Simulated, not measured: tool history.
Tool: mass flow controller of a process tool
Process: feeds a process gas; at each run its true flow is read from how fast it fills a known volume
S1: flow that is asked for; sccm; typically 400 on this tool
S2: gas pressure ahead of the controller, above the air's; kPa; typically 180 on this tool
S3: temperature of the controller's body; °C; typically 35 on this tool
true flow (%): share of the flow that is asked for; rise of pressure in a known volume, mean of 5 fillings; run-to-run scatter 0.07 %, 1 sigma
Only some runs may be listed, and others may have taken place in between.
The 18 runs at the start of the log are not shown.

Run 19, hour 1914.1: usual settings but S2 165 kPa. Result: true flow (%) 98.64.
Run 20, hour 1992.6: usual settings but S1 919 sccm. Result: true flow (%) 99.63.
Run 21, hour 2058.9: usual settings. Result: true flow (%) 98.61.
Run 22, hour 2143.2: usual settings but S1 263 sccm, S2 220 kPa, S3 24 °C. Result: true flow (%) 99.24.
Run 23, hour 2264.3: usual settings but S1 181 sccm, S2 188 kPa, S3 23 °C. Result: true flow (%) 99.97.
Run 24, hour 2396.3: usual settings but S1 302 sccm, S2 210 kPa. Result: true flow (%) 98.52.
Run 25, hour 2523.9: usual settings but S1 164 sccm, S2 264 kPa, S3 23 °C. Result: true flow (%) 99.79.
Run 26, hour 2609.9: usual settings but S1 755 sccm, S2 259 kPa. Result: true flow (%) 98.73.
Run 27, hour 2699.1: usual settings but S1 755 sccm, S2 259 kPa. Result: true flow (%) 98.68.
Run 28, hour 2789.5: usual settings but S1 755 sccm, S2 259 kPa. Result: true flow (%) 98.85.
Run 29, hour 2932.2: usual settings but S1 116 sccm, S2 259 kPa, S3 23 °C. Result: true flow (%) 100.98.
Run 30, hour 3077.0: usual settings but S1 116 sccm, S2 259 kPa, S3 23 °C. Result: true flow (%) 101.03.
Run 31, hour 3167.5: usual settings but S1 774 sccm, S2 162 kPa, S3 25 °C. Result: true flow (%) 100.39.
Run 32, hour 3308.8: usual settings but S1 774 sccm, S2 162 kPa, S3 20 °C. Result: true flow (%) 100.97.
Run 33, hour 3417.7: usual settings but S1 294 sccm. Result: true flow (%) 99.09.
Run 34, hour 3563.3: usual settings but S1 294 sccm. Result: true flow (%) 99.12.
Run 35, hour 3696.1: usual settings but S1 294 sccm. Result: true flow (%) 99.01.
Run 36, hour 3816.0: usual settings but S1 294 sccm, S2 175 kPa, S3 20 °C. Result: true flow (%) 100.39.
Run 37, hour 3933.3: usual settings but S1 294 sccm, S2 202 kPa, S3 20 °C. Result: true flow (%) 100.26.
Run 38, hour 4081.1: usual settings but S1 680 sccm, S2 195 kPa, S3 26 °C. Result: true flow (%) 100.13.
Run 39, hour 4160.4: usual settings but S1 225 sccm, S2 142 kPa, S3 24 °C. Result: true flow (%) 100.89.
Run 40, hour 4242.3: usual settings but S1 225 sccm, S2 142 kPa, S3 24 °C. Result: true flow (%) 100.89.
Run 41, hour 4343.4: usual settings but S2 144 kPa, S3 31 °C. Result: true flow (%) 99.85.

5 options for the next run, each taken on its own from the tool as it stands now. Forecast them:
Run A, hour 4406.5: usual settings but S1 719 sccm, S2 208 kPa, S3 33 °C. Result: true flow (%) ?.
Run B, hour 4406.5: usual settings but S1 181 sccm, S2 144 kPa. Result: true flow (%) ?.
Run C, hour 4406.5: usual settings but S2 144 kPa, S3 37 °C. Result: true flow (%) ?.
Run D, hour 4406.5: usual settings but S1 989 sccm, S2 169 kPa, S3 39 °C. Result: true flow (%) ?.
Run E, hour 4406.5: usual settings but S1 478 sccm, S2 152 kPa, S3 20 °C. Result: true flow (%) ?.

run  true flow (%)
  A          99.66
  B         100.49
  C          99.30
  D          99.93
  E         100.60
Had the tool no hidden state, the same runs would have come out as:
run  true flow (%)
  A          98.52
  B          97.13
  C          97.57
  D          99.00
  E          99.09
